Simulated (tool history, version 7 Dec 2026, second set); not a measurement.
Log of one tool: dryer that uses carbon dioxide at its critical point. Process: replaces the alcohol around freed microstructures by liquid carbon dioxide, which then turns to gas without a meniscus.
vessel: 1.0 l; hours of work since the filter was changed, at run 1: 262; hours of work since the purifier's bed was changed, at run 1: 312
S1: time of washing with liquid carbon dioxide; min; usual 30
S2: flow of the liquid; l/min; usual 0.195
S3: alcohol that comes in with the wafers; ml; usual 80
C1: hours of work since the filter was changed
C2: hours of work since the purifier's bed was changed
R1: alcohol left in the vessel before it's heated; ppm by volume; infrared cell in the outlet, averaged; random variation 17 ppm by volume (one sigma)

run 1 hour=0 | S1=30 S2=0.195 S3=80 | C1=262 C2=312 | R1=2096
run 2 hour=6.3 | S1=30 S2=0.195 S3=80 | C1=267 C2=316 | R1=2135
-- hour=8.7 inlet filter changed
run 3 hour=16.5 | S1=30 S2=0.195 S3=80 | C1=6 C2=324 | R1=1239
run 4 hour=22.6 | S1=30 S2=0.195 S3=80 | C1=11 C2=328 | R1=1253
run 5 hour=37.5 | S1=30 S2=0.195 S3=80 | C1=23 C2=340 | R1=1284
run 6 hour=45.2 | S1=30 S2=0.195 S3=80 | C1=29 C2=346 | R1=1281
run 7 hour=58.8 | S1=30 S2=0.195 S3=80 | C1=39 C2=357 | R1=1331
run 8 hour=67.2 | S1=20 S2=0.195 S3=80 | C1=46 C2=363 | R1=5070
run 9 hour=75.8 | S1=19 S2=0.195 S3=80 | C1=53 C2=370 | R1=5920
run 10 hour=89.4 | S1=19 S2=0.195 S3=80 | C1=63 C2=381 | R1=5839
run 11 hour=103.1 | S1=19 S2=0.195 S3=80 | C1=74 C2=392 | R1=5812
run 12 hour=111.3 | S1=19 S2=0.195 S3=80 | C1=80 C2=398 | R1=5898
run 13 hour=120.4 | S1=19 S2=0.195 S3=80 | C1=88 C2=405 | R1=6115
run 14 hour=133.2 | S1=19 S2=0.195 S3=80 | C1=98 C2=415 | R1=6088
run 15 hour=142.2 | S1=19 S2=0.195 S3=80 | C1=105 C2=422 | R1=6141
run 16 hour=156.3 | S1=34 S2=0.195 S3=80 | C1=116 C2=433 | R1=958
run 17 hour=164.8 | S1=30 S2=0.195 S3=80 | C1=122 C2=440 | R1=1578
run 18 hour=177.1 | S1=30 S2=0.195 S3=80 | C1=132 C2=450 | R1=1588
run 19 hour=184.5 | S1=30 S2=0.195 S3=80 | C1=138 C2=456 | R1=1657
run 20 hour=198.3 | S1=40 S2=0.118 S3=41 | C1=149 C2=466 | R1=2004
run 21 hour=206.7 | S1=40 S2=0.118 S3=41 | C1=155 C2=473 | R1=2018
run 22 hour=219.8 | S1=30 S2=0.195 S3=82 | C1=166 C2=483 | R1=1816
run 23 hour=227.6 | S1=22 S2=0.302 S3=36 | C1=172 C2=489 | R1=560
run 24 hour=235.4 | S1=19 S2=0.163 S3=36 | C1=178 C2=495 | R1=4716
run 25 hour=245.4 | S1=30 S2=0.254 S3=52 | C1=186 C2=503 | R1=466
run 26 hour=253 | S1=37 S2=0.189 S3=52 | C1=192 C2=509 | R1=691
run 27 hour=263.2 | S1=37 S2=0.189 S3=52 | C1=200 C2=517 | R1=702
run 28 hour=275.1 | S1=37 S2=0.189 S3=52 | C1=209 C2=527 | R1=713
run 29 hour=286.9 | S1=42 S2=0.284 S3=52 | C1=218 C2=536 | R1=222
run 30 hour=293.4 | S1=30 S2=0.195 S3=80 | C1=223 C2=541 | R1=1935
run 31 hour=303.8 | S1=20 S2=0.173 S3=71 | C1=232 C2=549 | R1=7539
run 32 hour=310.7 | S1=30 S2=0.319 S3=44 | C1=237 C2=555 | R1=275
run 33 hour=325.2 | S1=29 S2=0.32 S3=104 | C1=248 C2=566 | R1=435
run 34 hour=332.8 | S1=20 S2=0.127 S3=65 | C1=254 C2=572 | R1=13581
run 35 hour=342.4 | S1=20 S2=0.127 S3=65 | C1=262 C2=579 | R1=13299
-- hour=351.1 inlet filter changed
run 36 hour=354.6 | S1=30 S2=0.154 S3=80 | C1=3 C2=588 | R1=3111
run 37 hour=367.9 | S1=42 S2=0.221 S3=80 | C1=13 C2=599 | R1=311
run 38 hour=376.6 | S1=42 S2=0.22 S3=95 | C1=20 C2=605 | R1=345

Measured less the same run without the tool's hidden state. The same run-to-run variation is in both; the gauge's scatter may not be:
The hidden state here: flow that reaches the vessel past the clogged filter, %; alcohol in the recycled carbon dioxide, ppm; drift of the gauge itself on alcohol_ppm, %.
run=1 R1=+975
run=2 R1=+1006
run=3 R1=+161
run=4 R1=+173
run=5 R1=+202
run=6 R1=+214
run=7 R1=+247
run=8 R1=+501
run=9 R1=+595
run=10 R1=+658
run=11 R1=+727
run=12 R1=+783
run=13 R1=+860
run=14 R1=+927
run=15 R1=+982
run=16 R1=+358
run=17 R1=+499
run=18 R1=+519
run=19 R1=+557
run=20 R1=+585
run=21 R1=+603
run=22 R1=+674
run=23 R1=+309
run=24 R1=+1007
run=25 R1=+300
run=26 R1=+380
run=27 R1=+390
run=28 R1=+404
run=29 R1=+209
run=30 R1=+853
run=31 R1=+2039
run=32 R1=+242
run=33 R1=+330
run=34 R1=+2937
run=35 R1=+2940
run=36 R1=+324
run=37 R1=+228
run=38 R1=+239
